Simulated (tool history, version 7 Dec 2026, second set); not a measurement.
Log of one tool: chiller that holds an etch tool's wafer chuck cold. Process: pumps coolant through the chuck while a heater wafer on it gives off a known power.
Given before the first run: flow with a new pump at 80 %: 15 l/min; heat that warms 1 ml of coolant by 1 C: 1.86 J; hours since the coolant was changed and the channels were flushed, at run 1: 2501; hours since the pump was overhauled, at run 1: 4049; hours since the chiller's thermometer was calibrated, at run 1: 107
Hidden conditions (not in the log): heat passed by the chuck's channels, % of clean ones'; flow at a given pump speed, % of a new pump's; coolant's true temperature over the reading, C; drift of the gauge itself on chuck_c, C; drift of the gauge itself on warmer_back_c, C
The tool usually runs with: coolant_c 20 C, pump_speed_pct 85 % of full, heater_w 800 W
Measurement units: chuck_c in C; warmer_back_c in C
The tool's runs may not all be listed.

run     day  coolant_c  pump_speed_pct  heater_w  hours since the coolant was changed and the channels were flushed  hours since the pump was overhauled  hours since the chiller's thermometer was calibrated  chuck_c  warmer_back_c
  1       0         20              85       800                                                               2501                                 4049                                                   107     25.4           1.62
  2   3.808         20              85       800                                                               2593                                 4141                                                   199     25.4           1.61
  3    9.55         20              85       800                                                               2731                                 4279                                                   337     25.5           1.59
  4  13.492         20              85       800                                                               2825                                 4373                                                   431     25.5           1.55
  5  18.738         20              85       800                                                               2951                                 4499                                                   557     25.5           1.57
  6  23.425         20              85       800                                                               3063                                 4612                                                   669     25.5           1.52
  7  28.283         20              85       800                                                               3180                                 4728                                                   786     25.4           1.52
  8  33.383         20              85       800                                                               3303                                 4851                                                   908     25.5           1.48
  9  38.442         20              85       800                                                               3424                                 4972                                                  1030     25.7           1.47
 10  41.667         24              70       475                                                               3501                                 5050                                                  1107       28              1
 11  47.462         20              68       498                                                               3640                                 5189                                                  1246     24.1           1.11
 12  50.729         20              92       402                                                               3719                                 5267                                                  1325     22.7           0.53
 13  53.658         30              61       953                                                               3789                                 5337                                                  1395     38.8           2.53
     56.917  -- gauge calibrated
 14  58.125         21              77       493                                                               3896                                 5445                                                  1502     24.9           1.13
 15  60.888         10              98       435                                                               3963                                 5511                                                  1569     12.6           0.76

For some of the steps in warmer_back_c from one run to the next: how much would appear even if the tool had no hidden state, given the settings, what came in and random variation, and how much remains for the hidden state plus any gauge scatter that the measured result and the result without hidden state don't share?
Run 12 -> 13: coolant_c 20 -> 30, pump_speed_pct 92 -> 61, heater_w 402 -> 953. warmer_back_c +2 C: hidden state +0, all else +2.
Run 13 -> 14: coolant_c 30 -> 21, pump_speed_pct 61 -> 77, heater_w 953 -> 493, gauge calibrated. warmer_back_c -1.4 C: hidden state +0.19, all else -1.59.

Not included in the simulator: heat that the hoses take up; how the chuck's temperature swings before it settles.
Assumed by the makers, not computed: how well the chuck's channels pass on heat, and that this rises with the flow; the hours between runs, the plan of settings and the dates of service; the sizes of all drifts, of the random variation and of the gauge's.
